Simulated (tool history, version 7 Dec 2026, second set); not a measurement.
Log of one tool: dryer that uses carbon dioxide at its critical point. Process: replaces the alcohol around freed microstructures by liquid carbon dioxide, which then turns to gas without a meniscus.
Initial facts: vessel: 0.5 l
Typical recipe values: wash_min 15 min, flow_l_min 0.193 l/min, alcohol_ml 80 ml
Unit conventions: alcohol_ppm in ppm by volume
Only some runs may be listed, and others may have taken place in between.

run,hour,wash_min,flow_l_min,alcohol_ml,alcohol_ppm
1,0,15,0.193,80,2261
2,38.7,11,0.193,80,7079
3,107.9,11,0.193,80,7607
4,153.6,11,0.193,80,7631
5,209.8,11,0.193,80,8013
# hour 229.3: purifier's bed changed
6,269.7,15,0.128,80,10357
7,300,15,0.128,80,10451
8,358.3,15,0.128,80,10896
# hour 403.6: inlet filter changed
9,403.6,15,0.128,80,6659
10,465.4,15,0.174,80,2341
11,503.8,15,0.193,26,529
12,568.6,15,0.193,26,587
13,616.7,15,0.193,80,1808
14,682.8,15,0.193,80,2025
15,747.8,15,0.193,80,2056
16,804.5,15,0.178,80,3016
17,872.6,15,0.178,80,3251

Run 18 has not been measured yet. What should we expect?
18,909.7,20,0.134,22,?

{"run 18": {"alcohol_ppm": 939}}
Take away the tool's hidden state, keep the run-to-run variation as it was, and the same run would have given alcohol_ppm 505 ppm by volume.

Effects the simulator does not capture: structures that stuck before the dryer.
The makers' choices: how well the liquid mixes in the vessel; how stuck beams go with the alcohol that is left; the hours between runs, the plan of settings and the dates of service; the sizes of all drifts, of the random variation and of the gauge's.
